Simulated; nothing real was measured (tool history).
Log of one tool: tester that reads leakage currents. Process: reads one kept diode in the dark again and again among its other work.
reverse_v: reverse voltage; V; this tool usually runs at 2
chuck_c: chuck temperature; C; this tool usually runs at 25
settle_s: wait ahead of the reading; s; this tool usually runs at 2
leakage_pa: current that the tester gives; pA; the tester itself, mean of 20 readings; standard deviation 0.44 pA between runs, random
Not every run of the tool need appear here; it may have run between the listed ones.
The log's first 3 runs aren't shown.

run,hour,reverse_v,chuck_c,settle_s,hours of work since the probe card was cleaned,hours of work since the tester was calibrated,hours of work since the chuck was calibrated,leakage_pa
4,110,2,25,2,117,203,803,138.41
5,156.3,2.65,25,2,138,224,824,150.62
6,193.7,2.65,25,2,155,240,841,149.81
7,214.1,2.65,25,2,164,250,850,150.35
8,240.1,2,25,2,176,261,861,138.19
9,271.5,2,42,2,190,275,875,535.88
10,292.5,2,42,2,199,285,885,538.46
11,331.8,2,42,2,217,302,903,536.96
12,360,1.74,25,2,229,315,915,130.49
13,393.9,1.74,25,2,245,330,930,130.46
14,423.4,1.74,25,2,258,343,944,131.07
15,466,1.74,25,2,277,362,963,130.64
16,511.7,1.74,25,2,297,383,983,130.45
17,532.7,1.74,25,2,307,392,993,130.64
18,575.7,5.23,26,4.72,326,412,1012,198.42
19,596.7,5.23,26,4.72,335,421,1021,198.55
20,622.5,5.23,48,4.72,347,432,1033,1107.35
# hour 627.9: probe card cleaned and baked
21,671.2,5.23,48,0.45,19,453,1053,1113.74
22,692.7,8.79,45,0.39,29,463,1063,1046.17
# hour 706.3: probe card cleaned and baked, once more
# hour 719.6: chuck's temperature calibrated
23,734.2,8.79,45,0.39,12,479,7,1116.74
24,771.5,1.38,25,2,28,496,23,130.3
25,818.7,1.38,25,2,49,517,44,130.75
26,862.2,1.38,25,2,69,536,64,128.97

Run 27 is up next; what results do you expect?
27,907.4,5.55,25,0.64,89,557,84,?

{"run 27": {"leakage_pa": 199.03}}
Take away the tool's hidden state, keep the run-to-run variation as it was, and the same run would have given leakage_pa 200.45 pA.
